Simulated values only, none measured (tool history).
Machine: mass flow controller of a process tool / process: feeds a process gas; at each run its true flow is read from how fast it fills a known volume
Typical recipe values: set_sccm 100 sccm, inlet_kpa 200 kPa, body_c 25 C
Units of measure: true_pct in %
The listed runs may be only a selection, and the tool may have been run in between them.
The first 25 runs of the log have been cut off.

run,hour,set_sccm,inlet_kpa,body_c,true_pct
26,4143.8,120,166,25,99.75
27,4391.3,48,156,25,97.25
28,4627.6,191,200,37,101.88
29,4737.2,28,159,37,95.43
30,4901.6,20,277,30,91.34
31,5089.9,100,199,25,99.04
32,5336.7,90,238,34,99.36
33,5492.5,90,238,34,99.34

Alternative continuations, all from the tool just after run 33; predict every row:
A,5616.1,90,172,24,?
B,5616.1,77,238,34,?
C,5616.1,71,220,30,?
D,5616.1,164,189,35,?
E,5616.1,146,183,35,?

run,true_pct
A,98.92
B,98.90
C,98.45
D,101.58
E,101.36
With no hidden state in the tool, these same runs would have given:
run,true_pct
A,98.96
B,99.30
C,99.06
D,100.66
E,100.58
